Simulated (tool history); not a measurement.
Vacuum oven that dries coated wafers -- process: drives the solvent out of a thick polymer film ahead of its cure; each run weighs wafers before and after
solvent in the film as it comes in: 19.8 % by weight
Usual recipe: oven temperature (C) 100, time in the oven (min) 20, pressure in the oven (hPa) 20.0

run,hour,oven temperature (C),time in the oven (min),pressure in the oven (hPa),solvent left in the film (%)
1,0.0,100,20,20.0,1.07
2,34.6,88,20,20.0,2.81
3,72.7,100,20,20.0,1.06
4,119.3,100,20,20.0,1.06
5,159.2,100,16,20.0,1.54
6,192.4,103,16,61.6,2.16
7,237.5,100,16,21.8,1.59
8,278.9,103,15,12.1,1.14
9,323.2,103,15,12.1,1.15
10,353.4,103,15,12.1,1.15

The log once held 1 entry between its listed runs, left out of this copy. Where does each go, and what is different about the tool's unlogged condition between the listed run before it and the listed run after it?
From run 6 to run 7: vacuum gauge cleaned of residue and calibrated (hour 197.3)
  true wafer temperature over the reading, C: 2.54 -> 2.59; true pressure over the reading, kPa: 0.059 -> 0.093
  measured value less the no-hidden-state value, solvent left in the film (%): -0.35 -> -0.34
